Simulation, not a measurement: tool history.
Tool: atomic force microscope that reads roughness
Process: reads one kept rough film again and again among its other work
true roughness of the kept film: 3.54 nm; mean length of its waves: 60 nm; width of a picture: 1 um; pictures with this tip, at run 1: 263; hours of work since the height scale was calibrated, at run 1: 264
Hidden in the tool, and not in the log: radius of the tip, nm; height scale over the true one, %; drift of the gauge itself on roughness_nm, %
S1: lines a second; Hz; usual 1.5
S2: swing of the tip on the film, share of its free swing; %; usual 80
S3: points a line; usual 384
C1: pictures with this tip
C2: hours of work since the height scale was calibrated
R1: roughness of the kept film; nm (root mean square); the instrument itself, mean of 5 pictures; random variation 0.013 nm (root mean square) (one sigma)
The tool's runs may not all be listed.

| run | hour | S1 | S2 | S3 | C1 | C2 | R1 |
|---|---|---|---|---|---|---|---|
| 1 | 0 | 1.5 | 80 | 384 | 263 | 264 | 2.887 |
| 2 | 13.1 | 0.71 | 80 | 384 | 283 | 273 | 3.09 |
| 3 | 22.7 | 0.71 | 80 | 384 | 298 | 279 | 3.073 |
| 4 | 33.1 | 1.5 | 76 | 384 | 314 | 285 | 2.935 |
|  | 52.8 | new tip fitted |
| 5 | 52.8 | 1.5 | 76 | 384 | 0 | 297 | 3.082 |
| 6 | 62.7 | 1.21 | 76 | 384 | 15 | 303 | 3.176 |
| 7 | 72 | 1.5 | 80 | 384 | 29 | 309 | 3.014 |
|  | 74.8 | height scale calibrated on a step standard |
| 8 | 88.6 | 1.5 | 80 | 384 | 53 | 9 | 3.015 |
| 9 | 102.7 | 1.5 | 80 | 384 | 75 | 17 | 3.003 |
| 10 | 121.9 | 1.5 | 80 | 384 | 105 | 29 | 2.944 |
| 11 | 133.8 | 0.84 | 75 | 384 | 123 | 37 | 3.201 |
| 12 | 149.8 | 0.84 | 75 | 384 | 148 | 47 | 3.18 |

The next listed run, before its measurement:
| 13 | 172.5 | 0.96 | 75 | 384 | 183 | 61 | ? |

Run 13 gave R1 3.124 nm (root mean square).
Without the tool's hidden state the same run would have given R1 3.232 nm (root mean square).
